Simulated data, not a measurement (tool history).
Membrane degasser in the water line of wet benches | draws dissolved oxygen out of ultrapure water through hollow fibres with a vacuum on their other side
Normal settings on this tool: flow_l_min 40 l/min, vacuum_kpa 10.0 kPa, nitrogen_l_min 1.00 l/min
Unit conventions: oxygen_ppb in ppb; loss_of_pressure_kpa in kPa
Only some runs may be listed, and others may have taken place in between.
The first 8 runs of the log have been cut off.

Run 9, hour 528.3: usual settings but flow_l_min 36 l/min. Result: oxygen_ppb 501.0 ppb, loss_of_pressure_kpa 38.00 kPa.
Run 10, hour 578.5: usual settings but flow_l_min 36 l/min. Result: oxygen_ppb 503.8 ppb, loss_of_pressure_kpa 38.07 kPa.
Run 11, hour 650.6: usual settings but flow_l_min 36 l/min. Result: oxygen_ppb 503.7 ppb, loss_of_pressure_kpa 38.35 kPa.
Run 12, hour 698.0: usual settings. Result: oxygen_ppb 552.2 ppb, loss_of_pressure_kpa 41.72 kPa.
Run 13, hour 760.7: usual settings. Result: oxygen_ppb 549.1 ppb, loss_of_pressure_kpa 41.96 kPa.
Run 14, hour 810.3: usual settings. Result: oxygen_ppb 555.2 ppb, loss_of_pressure_kpa 42.27 kPa.
Run 15, hour 895.1: usual settings. Result: oxygen_ppb 552.2 ppb, loss_of_pressure_kpa 42.26 kPa.
Run 16, hour 960.4: usual settings. Result: oxygen_ppb 549.9 ppb, loss_of_pressure_kpa 42.26 kPa.
Run 17, hour 1038.0: usual settings but flow_l_min 25 l/min, vacuum_kpa 19.9 kPa, nitrogen_l_min 0.68 l/min. Result: oxygen_ppb 1138.3 ppb, loss_of_pressure_kpa 26.56 kPa.
Run 18, hour 1082.9: usual settings but flow_l_min 36 l/min, vacuum_kpa 7.2 kPa. Result: oxygen_ppb 314.2 ppb, loss_of_pressure_kpa 38.36 kPa.
Run 19, hour 1131.2: usual settings but flow_l_min 36 l/min, vacuum_kpa 19.2 kPa, nitrogen_l_min 0.44 l/min. Result: oxygen_ppb 1843.4 ppb, loss_of_pressure_kpa 38.05 kPa.
Run 20, hour 1212.5: usual settings but flow_l_min 36 l/min, vacuum_kpa 19.2 kPa, nitrogen_l_min 0.44 l/min. Result: oxygen_ppb 1874.1 ppb, loss_of_pressure_kpa 37.98 kPa.
Run 21, hour 1271.4: usual settings but nitrogen_l_min 1.63 l/min. Result: oxygen_ppb 382.2 ppb, loss_of_pressure_kpa 42.29 kPa.
Run 22, hour 1324.6: usual settings but flow_l_min 59 l/min, vacuum_kpa 6.9 kPa, nitrogen_l_min 1.11 l/min. Result: oxygen_ppb 451.7 ppb, loss_of_pressure_kpa 62.86 kPa.
Run 23, hour 1417.7: usual settings but flow_l_min 52 l/min, vacuum_kpa 10.7 kPa. Result: oxygen_ppb 753.8 ppb, loss_of_pressure_kpa 55.34 kPa.
Run 24, hour 1459.8: usual settings but flow_l_min 42 l/min, vacuum_kpa 11.0 kPa, nitrogen_l_min 1.85 l/min. Result: oxygen_ppb 408.6 ppb, loss_of_pressure_kpa 44.45 kPa.
Run 25, hour 1515.8: usual settings but flow_l_min 52 l/min, vacuum_kpa 19.7 kPa, nitrogen_l_min 0.90 l/min. Result: oxygen_ppb 1555.7 ppb, loss_of_pressure_kpa 54.88 kPa.
Run 26, hour 1579.0: usual settings but flow_l_min 52 l/min, vacuum_kpa 19.7 kPa, nitrogen_l_min 0.90 l/min. Result: oxygen_ppb 1560.0 ppb, loss_of_pressure_kpa 55.49 kPa.
Run 27, hour 1636.3: usual settings but flow_l_min 24 l/min, vacuum_kpa 19.7 kPa, nitrogen_l_min 0.90 l/min. Result: oxygen_ppb 874.1 ppb, loss_of_pressure_kpa 25.38 kPa.
Run 28, hour 1697.0: usual settings but flow_l_min 33 l/min, vacuum_kpa 21.6 kPa, nitrogen_l_min 1.29 l/min. Result: oxygen_ppb 957.0 ppb, loss_of_pressure_kpa 34.92 kPa.
Run 29, hour 1740.0: usual settings but flow_l_min 62 l/min, vacuum_kpa 7.9 kPa, nitrogen_l_min 0.53 l/min. Result: oxygen_ppb 865.6 ppb, loss_of_pressure_kpa 65.60 kPa.
Run 30, hour 1790.2: usual settings but flow_l_min 28 l/min, vacuum_kpa 24.0 kPa, nitrogen_l_min 0.53 l/min. Result: oxygen_ppb 1740.3 ppb, loss_of_pressure_kpa 29.89 kPa.
Run 31, hour 1841.1: usual settings but flow_l_min 28 l/min, vacuum_kpa 24.0 kPa, nitrogen_l_min 0.53 l/min. Result: oxygen_ppb 1753.5 ppb, loss_of_pressure_kpa 29.55 kPa.

Below are 5 alternative next runs, each starting from the tool's condition after run 31. Predict each:
Run A, hour 1925.9: usual settings but vacuum_kpa 13.1 kPa. Result: oxygen_ppb ?, loss_of_pressure_kpa ?.
Run B, hour 1925.9: usual settings but flow_l_min 58 l/min, vacuum_kpa 7.7 kPa, nitrogen_l_min 1.88 l/min. Result: oxygen_ppb ?, loss_of_pressure_kpa ?.
Run C, hour 1925.9: usual settings but vacuum_kpa 21.4 kPa. Result: oxygen_ppb ?, loss_of_pressure_kpa ?.
Run D, hour 1925.9: usual settings but flow_l_min 61 l/min, vacuum_kpa 21.7 kPa, nitrogen_l_min 1.40 l/min. Result: oxygen_ppb ?, loss_of_pressure_kpa ?.
Run E, hour 1925.9: usual settings but flow_l_min 45 l/min, vacuum_kpa 11.8 kPa, nitrogen_l_min 0.58 l/min. Result: oxygen_ppb ?, loss_of_pressure_kpa ?.

run  oxygen_ppb  loss_of_pressure_kpa
  A       775.2                 42.65
  B       368.1                 61.65
  C      1311.0                 42.41
  D      1442.2                 64.99
  E      1090.9                 48.07
Without the tool's unlogged condition, the same runs would have read:
run  oxygen_ppb  loss_of_pressure_kpa
  A       752.3                 41.67
  B       343.2                 60.22
  C      1290.1                 41.43
  D      1417.4                 63.49
  E      1057.7                 46.97
